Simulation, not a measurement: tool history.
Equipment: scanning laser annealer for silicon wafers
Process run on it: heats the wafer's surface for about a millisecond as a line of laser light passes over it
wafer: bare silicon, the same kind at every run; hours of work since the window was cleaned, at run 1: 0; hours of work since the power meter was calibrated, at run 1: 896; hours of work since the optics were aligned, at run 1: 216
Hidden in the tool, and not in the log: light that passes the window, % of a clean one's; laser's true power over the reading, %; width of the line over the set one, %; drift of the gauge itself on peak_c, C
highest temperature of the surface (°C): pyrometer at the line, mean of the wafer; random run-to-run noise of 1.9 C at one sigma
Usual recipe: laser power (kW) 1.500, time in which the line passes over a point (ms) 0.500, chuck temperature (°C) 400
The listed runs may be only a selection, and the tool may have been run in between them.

| run | hour | laser power (kW) | time in which the line passes over a point (ms) | chuck temperature (°C) | hours of work since the window was cleaned | hours of work since the power meter was calibrated | hours of work since the optics were aligned | highest temperature of the surface (°C) |
|---|---|---|---|---|---|---|---|---|
| 1 | 0.0 | 1.500 | 0.500 | 400 | 0 | 896 | 216 | 1174 |
| 2 | 30.0 | 1.500 | 0.480 | 400 | 20 | 915 | 236 | 1158 |
| 3 | 84.7 | 1.631 | 0.500 | 400 | 56 | 952 | 272 | 1252 |
| 4 | 147.1 | 1.500 | 0.500 | 400 | 98 | 993 | 314 | 1163 |
| 5 | 191.3 | 1.500 | 0.500 | 400 | 127 | 1023 | 343 | 1155 |
| 6 | 220.7 | 1.500 | 0.500 | 400 | 147 | 1042 | 363 | 1153 |
|  | 228.5 | optics aligned, line set to its width |
| 7 | 272.7 | 1.500 | 0.500 | 400 | 178 | 1074 | 29 | 1148 |
| 8 | 330.8 | 1.500 | 0.500 | 400 | 217 | 1112 | 68 | 1143 |
| 9 | 360.9 | 1.500 | 0.500 | 400 | 237 | 1132 | 88 | 1136 |
| 10 | 418.7 | 1.500 | 0.500 | 400 | 275 | 1171 | 127 | 1130 |
| 11 | 456.4 | 1.500 | 0.500 | 434 | 300 | 1196 | 152 | 1159 |
| 12 | 496.9 | 1.500 | 0.500 | 434 | 327 | 1223 | 179 | 1160 |
|  | 502.2 | window over the wafer cleaned |
|  | 510.9 | optics aligned, line set to its width, once more |
| 13 | 564.6 | 1.284 | 0.513 | 378 | 38 | 1263 | 36 | 1020 |
| 14 | 609.8 | 1.284 | 0.513 | 378 | 68 | 1293 | 66 | 1015 |
| 15 | 668.8 | 1.602 | 0.529 | 386 | 108 | 1333 | 105 | 1239 |
| 16 | 712.6 | 1.500 | 0.410 | 434 | 137 | 1362 | 134 | 1127 |
| 17 | 740.5 | 1.530 | 0.500 | 400 | 155 | 1380 | 153 | 1178 |
| 18 | 779.0 | 1.288 | 0.562 | 425 | 181 | 1406 | 178 | 1077 |

3 ways to go on from here, each from the tool as it stands after run 18. What would each give?
| A | 823.9 | 1.619 | 0.500 | 368 | 211 | 1436 | 208 | ? |
| B | 823.9 | 1.500 | 0.401 | 400 | 211 | 1436 | 208 | ? |
| C | 823.9 | 1.483 | 0.366 | 402 | 211 | 1436 | 208 | ? |

| run | highest temperature of the surface (°C) |
|---|---|
| A | 1196 |
| B | 1077 |
| C | 1038 |
With the hidden condition removed and each run's random variation left untouched, the same runs would have given:
| run | highest temperature of the surface (°C) |
|---|---|
| A | 1232 |
| B | 1106 |
| C | 1066 |
